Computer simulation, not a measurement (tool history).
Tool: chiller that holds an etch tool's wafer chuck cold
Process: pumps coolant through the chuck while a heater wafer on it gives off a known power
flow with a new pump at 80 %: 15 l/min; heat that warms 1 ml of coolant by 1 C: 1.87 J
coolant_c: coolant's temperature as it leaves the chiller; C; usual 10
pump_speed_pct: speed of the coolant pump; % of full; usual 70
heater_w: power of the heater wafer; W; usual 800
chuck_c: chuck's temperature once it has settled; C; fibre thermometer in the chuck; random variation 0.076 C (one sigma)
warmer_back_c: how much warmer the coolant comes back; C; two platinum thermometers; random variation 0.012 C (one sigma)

| run | hour | coolant_c | pump_speed_pct | heater_w | chuck_c | warmer_back_c |
|---|---|---|---|---|---|---|
| 1 | 0.0 | 10 | 70 | 800 | 16.71 | 1.95 |
| 2 | 101.7 | 10 | 70 | 636 | 15.27 | 1.55 |
| 3 | 189.5 | 7 | 70 | 800 | 13.79 | 1.93 |
| 4 | 287.8 | 10 | 64 | 800 | 16.94 | 2.14 |
| 5 | 445.9 | 10 | 64 | 800 | 17.04 | 2.11 |
| 6 | 594.2 | 10 | 70 | 436 | 13.47 | 1.06 |
| 7 | 710.4 | 10 | 70 | 436 | 13.44 | 1.05 |
| 8 | 783.7 | 10 | 70 | 436 | 13.35 | 1.06 |
| 9 | 895.7 | 10 | 73 | 800 | 16.44 | 1.87 |
| 10 | 1046.6 | 8 | 70 | 800 | 14.49 | 1.95 |
| 11 | 1142.1 | 8 | 70 | 800 | 14.45 | 1.93 |
| 12 | 1217.7 | 10 | 70 | 656 | 15.26 | 1.58 |
| 13 | 1297.9 | 10 | 70 | 656 | 15.23 | 1.60 |
| 14 | 1426.1 | 12 | 95 | 979 | 18.60 | 1.76 |
|  | 1473.0 | gauge calibrated |
| 15 | 1565.2 | 12 | 71 | 911 | 19.47 | 2.18 |
| 16 | 1698.5 | 12 | 71 | 911 | 19.59 | 2.19 |
| 17 | 1788.8 | 4 | 71 | 911 | 11.71 | 2.19 |
| 18 | 1865.6 | 4 | 60 | 754 | 10.98 | 2.13 |
| 19 | 1982.7 | 4 | 60 | 754 | 10.78 | 2.12 |
| 20 | 2132.8 | 4 | 60 | 754 | 10.82 | 2.13 |
| 21 | 2239.5 | 19 | 64 | 867 | 26.41 | 2.31 |

5 ways to go on from here, each from the tool as it stands after run 21. What would each give?
| A | 2339.8 | 19 | 97 | 571 | ? | ? |
| B | 2339.8 | 19 | 71 | 867 | ? | ? |
| C | 2339.8 | 18 | 90 | 523 | ? | ? |
| D | 2339.8 | 10 | 70 | 417 | ? | ? |
| E | 2339.8 | 19 | 64 | 670 | ? | ? |

| run | chuck_c | warmer_back_c |
|---|---|---|
| A | 22.81 | 1.01 |
| B | 26.12 | 2.11 |
| C | 21.59 | 1.01 |
| D | 13.32 | 1.01 |
| E | 24.65 | 1.79 |
Without the tool's hidden state the same runs would have given:
| run | chuck_c | warmer_back_c |
|---|---|---|
| A | 23.03 | 1.01 |
| B | 26.32 | 2.10 |
| C | 21.81 | 1.00 |
| D | 13.55 | 1.01 |
| E | 24.87 | 1.79 |

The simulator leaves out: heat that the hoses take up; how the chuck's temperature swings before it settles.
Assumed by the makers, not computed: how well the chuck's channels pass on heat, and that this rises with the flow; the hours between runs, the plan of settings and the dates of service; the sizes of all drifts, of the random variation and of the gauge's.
